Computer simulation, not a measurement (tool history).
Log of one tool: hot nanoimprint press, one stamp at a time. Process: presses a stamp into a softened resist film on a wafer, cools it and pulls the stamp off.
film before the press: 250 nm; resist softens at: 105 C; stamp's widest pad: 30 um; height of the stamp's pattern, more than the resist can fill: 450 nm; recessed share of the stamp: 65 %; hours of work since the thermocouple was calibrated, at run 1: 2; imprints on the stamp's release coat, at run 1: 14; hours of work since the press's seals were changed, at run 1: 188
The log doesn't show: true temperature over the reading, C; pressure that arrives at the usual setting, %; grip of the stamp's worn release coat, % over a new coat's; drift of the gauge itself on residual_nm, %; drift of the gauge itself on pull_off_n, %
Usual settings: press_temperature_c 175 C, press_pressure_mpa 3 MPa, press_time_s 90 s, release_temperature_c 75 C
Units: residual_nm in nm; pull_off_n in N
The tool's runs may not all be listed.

run	hour	press_temperature_c	press_pressure_mpa	press_time_s	release_temperature_c	hours of work since the thermocouple was calibrated	imprints on the stamp's release coat	hours of work since the press's seals were changed	residual_nm	pull_off_n
1	0	175	3	90	75	2	14	188	104.1	227
2	27.5	175	3	90	75	16	112	202	105.2	223
3	47.9	175	3	90	75	26	184	212	104.1	218
4	70.1	175	3	90	75	38	263	224	102.5	225
5	105.7	174	3	90	75	56	390	242	108.6	233
6	132.1	174	3.21	90	75	69	483	255	104	235
7	149.3	175	3	90	71	78	545	264	104.8	238
8	181.3	175	3	90	71	94	658	280	104.4	234
9	197	175	3	90	71	102	714	288	104.7	226
10	222.4	175	3	90	71	115	804	301	105.3	239
11	246.4	175	3	90	70	127	889	313	104.6	239
12	272.7	175	3	90	75	140	983	326	104.6	223
13	296.2	175	3	138	75	152	1066	338	88.6	226
14	322.6	175	4.54	88	61	166	1160	352	83.4	250
15	338.1	182	3.7	88	61	174	1215	360	74.9	247
16	374.7	170	3	90	65	192	1345	378	122.3	248
17	411.9	170	3	90	65	211	1477	397	124.6	254
18	446.5	170	2.68	57	65	228	1600	414	148	243
19	469.3	170	3	90	75	240	1681	426	121.9	229
20	485.1	182	3	90	78	248	1737	434	84.1	222
21	514	182	3	90	78	263	1840	449	82.8	212
22	533.4	178	3	70	75	273	1908	459	104.5	223
23	559.3	175	2.69	84	75	286	2001	472	114	229
# hour 573.9: stamp cleaned and given a new release coat
24	588.8	171	2.16	139	80	298	53	484	121.4	217
25	621.9	175	3.89	90	77	314	170	500	89.7	224

5 ways to go on from here, each from the tool as it stands after run 25. What would each give?
A	644.2	179	3.89	56	77	326	250	512	?	?
B	644.2	170	2.81	46	77	326	250	512	?	?
C	644.2	175	2.24	137	61	326	250	512	?	?
D	644.2	175	2.03	78	75	326	250	512	?	?
E	644.2	175	3.89	90	79	326	250	512	?	?

run	residual_nm	pull_off_n
A	93.1	230
B	155.2	220
C	105	242
D	132.8	220
E	89.2	221
Without the tool's hidden state the same runs would have given:
run	residual_nm	pull_off_n
A	93.2	230
B	155.4	220
C	105.2	242
D	133	220
E	89.4	221

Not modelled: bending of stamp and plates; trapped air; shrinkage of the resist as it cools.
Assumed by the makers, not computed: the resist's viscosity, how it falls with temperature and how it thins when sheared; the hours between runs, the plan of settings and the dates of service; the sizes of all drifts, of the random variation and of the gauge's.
